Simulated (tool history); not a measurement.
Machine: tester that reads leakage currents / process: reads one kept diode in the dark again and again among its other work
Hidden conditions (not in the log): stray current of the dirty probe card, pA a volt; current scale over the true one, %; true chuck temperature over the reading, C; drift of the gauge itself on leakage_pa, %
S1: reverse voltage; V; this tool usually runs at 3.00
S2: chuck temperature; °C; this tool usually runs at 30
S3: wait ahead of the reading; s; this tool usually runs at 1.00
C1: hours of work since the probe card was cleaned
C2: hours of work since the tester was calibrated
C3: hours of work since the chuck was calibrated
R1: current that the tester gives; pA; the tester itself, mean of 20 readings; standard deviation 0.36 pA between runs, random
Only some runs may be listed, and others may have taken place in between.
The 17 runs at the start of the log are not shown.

run    hour     S1  S2    S3    C1   C2   C3       R1
      855.3  -- tester calibrated, once more
 18   855.3   3.00  30  1.00   760    0  590   113.77
 19   902.7   3.00  30  1.00   783   23  613   113.69
 20   951.1   3.00  30  1.00   807   47  637   113.12
 21  1020.7   3.73  52  1.00   842   82  672   709.62
 22  1094.8  15.60  57  0.49   878  118  708  1599.18
 23  1167.2  15.60  57  0.49   914  154  744  1587.28
 24  1213.6   7.78  30  2.15   937  177  767   149.70
 25  1259.7  17.62  30  1.00   959  200  790   196.36
 26  1292.7  14.32  20  1.00   976  216  806    76.79
 27  1363.5   2.13  26  1.00  1011  251  841    70.38
 28  1412.0   1.77  34  0.35  1035  275  865   133.49
 29  1467.0   3.00  50  2.39  1062  302  892   562.03

Run 30 comes next. What will it give?
 30  1532.8  11.83  30  2.70  1094  334  924   ?

For run 30 the tool returned R1 170.03 pA.
On a tool with no hidden condition, and with the same random variation, this run would have come out at R1 178.90 pA.

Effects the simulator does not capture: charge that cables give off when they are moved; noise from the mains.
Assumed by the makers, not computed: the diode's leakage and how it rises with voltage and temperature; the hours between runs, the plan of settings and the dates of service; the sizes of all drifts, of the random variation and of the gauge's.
